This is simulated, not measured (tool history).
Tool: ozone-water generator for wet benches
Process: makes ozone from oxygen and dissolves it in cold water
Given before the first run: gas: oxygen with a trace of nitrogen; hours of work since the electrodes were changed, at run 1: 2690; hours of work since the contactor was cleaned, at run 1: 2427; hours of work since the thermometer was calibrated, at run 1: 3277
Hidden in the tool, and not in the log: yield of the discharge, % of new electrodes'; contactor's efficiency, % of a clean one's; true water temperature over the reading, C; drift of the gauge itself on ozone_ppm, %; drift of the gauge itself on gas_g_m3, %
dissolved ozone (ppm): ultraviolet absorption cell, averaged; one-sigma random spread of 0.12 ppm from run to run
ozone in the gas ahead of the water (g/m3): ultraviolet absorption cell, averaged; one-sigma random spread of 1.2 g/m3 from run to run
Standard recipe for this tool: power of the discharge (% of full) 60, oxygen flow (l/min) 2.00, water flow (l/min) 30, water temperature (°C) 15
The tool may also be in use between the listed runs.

| run | hour | power of the discharge (% of full) | oxygen flow (l/min) | water flow (l/min) | water temperature (°C) | hours of work since the electrodes were changed | hours of work since the contactor was cleaned | hours of work since the thermometer was calibrated | dissolved ozone (ppm) | ozone in the gas ahead of the water (g/m3) |
|---|---|---|---|---|---|---|---|---|---|---|
| 1 | 0.0 | 60 | 2.00 | 30 | 15 | 2690 | 2427 | 3277 | 7.8 | 181.2 |
| 2 | 63.6 | 60 | 2.84 | 30 | 15 | 2733 | 2471 | 3320 | 8.7 | 153.8 |
| 3 | 181.4 | 60 | 2.00 | 30 | 15 | 2814 | 2551 | 3401 | 7.8 | 181.7 |
| 4 | 267.5 | 93 | 2.00 | 30 | 15 | 2872 | 2610 | 3459 | 9.8 | 226.1 |
| 5 | 359.4 | 93 | 2.00 | 30 | 15 | 2935 | 2673 | 3522 | 9.9 | 228.4 |
|  | 368.6 | contactor cleaned |
| 6 | 437.6 | 60 | 2.00 | 30 | 15 | 2986 | 47 | 3573 | 7.6 | 178.7 |
| 7 | 531.7 | 60 | 2.00 | 30 | 15 | 3050 | 111 | 3637 | 7.5 | 176.3 |
| 8 | 644.8 | 81 | 3.21 | 25 | 12 | 3127 | 188 | 3714 | 12.8 | 164.0 |
| 9 | 753.9 | 81 | 3.21 | 25 | 12 | 3201 | 263 | 3788 | 12.7 | 165.3 |
| 10 | 813.7 | 51 | 2.00 | 30 | 15 | 3242 | 304 | 3829 | 6.7 | 162.0 |
|  | 825.9 | contactor cleaned, once more |
| 11 | 894.6 | 58 | 2.38 | 44 | 11 | 3295 | 47 | 3882 | 5.4 | 157.1 |

Forecast each of these 5 alternatives for the next run:
| A | 988.3 | 88 | 2.18 | 30 | 19 | 3359 | 111 | 3946 | ? | ? |
| B | 988.3 | 76 | 2.00 | 24 | 13 | 3359 | 111 | 3946 | ? | ? |
| C | 988.3 | 58 | 3.30 | 36 | 12 | 3359 | 111 | 3946 | ? | ? |
| D | 988.3 | 76 | 2.07 | 30 | 11 | 3359 | 111 | 3946 | ? | ? |
| E | 988.3 | 60 | 2.15 | 30 | 18 | 3359 | 111 | 3946 | ? | ? |

| run | dissolved ozone (ppm) | ozone in the gas ahead of the water (g/m3) |
|---|---|---|
| A | 9.5 | 205.3 |
| B | 11.4 | 197.4 |
| C | 7.7 | 133.8 |
| D | 9.2 | 194.0 |
| E | 7.9 | 168.7 |
With the hidden condition removed and each run's random variation left untouched, the same runs would have given:
| run | dissolved ozone (ppm) | ozone in the gas ahead of the water (g/m3) |
|---|---|---|
| A | 12.3 | 261.7 |
| B | 14.3 | 247.1 |
| C | 9.4 | 161.8 |
| D | 11.6 | 242.8 |
| E | 9.6 | 205.0 |
